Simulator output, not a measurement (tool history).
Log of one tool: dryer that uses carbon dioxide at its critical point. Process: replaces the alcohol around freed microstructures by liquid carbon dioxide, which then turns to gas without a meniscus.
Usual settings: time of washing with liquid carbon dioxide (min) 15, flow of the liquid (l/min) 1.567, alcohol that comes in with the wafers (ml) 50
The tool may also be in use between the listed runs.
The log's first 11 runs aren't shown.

run,day,time of washing with liquid carbon dioxide (min),flow of the liquid (l/min),alcohol that comes in with the wafers (ml),hours of work since the filter was changed,hours of work since the purifier's bed was changed,alcohol left in the vessel before it's heated (ppm by volume)
12,6.146,15,1.567,50,361,171,263
13,6.958,15,1.567,49,370,180,245
14,7.638,15,1.567,50,378,188,252
15,8.246,15,1.567,50,384,194,265
16,8.825,15,1.567,50,390,201,268
17,9.333,17,1.900,70,396,206,108
18,9.725,17,1.900,70,400,210,118
19,10.150,11,2.600,70,405,215,167
20,10.579,15,1.180,117,410,220,1472
21,11.112,15,1.180,53,415,226,704
22,11.962,13,1.567,50,425,235,426
23,12.704,11,1.567,118,433,243,1595
24,13.121,13,2.110,28,437,247,121
25,13.838,15,1.220,50,445,255,614
26,14.217,15,1.620,50,449,259,248
27,14.688,15,1.180,50,454,264,661
28,15.567,20,1.900,50,464,274,68
29,16.138,14,2.190,28,470,280,91
30,16.833,12,1.990,50,478,288,272

Forecast each of these 3 alternatives for the next run:
A,17.317,12,1.990,34,483,293,?
B,17.317,19,1.780,46,483,293,?
C,17.317,21,1.567,25,483,293,?

run,alcohol left in the vessel before it's heated (ppm by volume)
A,208
B,94
C,70
Without the tool's hidden state the same runs would have given:
run,alcohol left in the vessel before it's heated (ppm by volume)
A,129
B,37
C,15
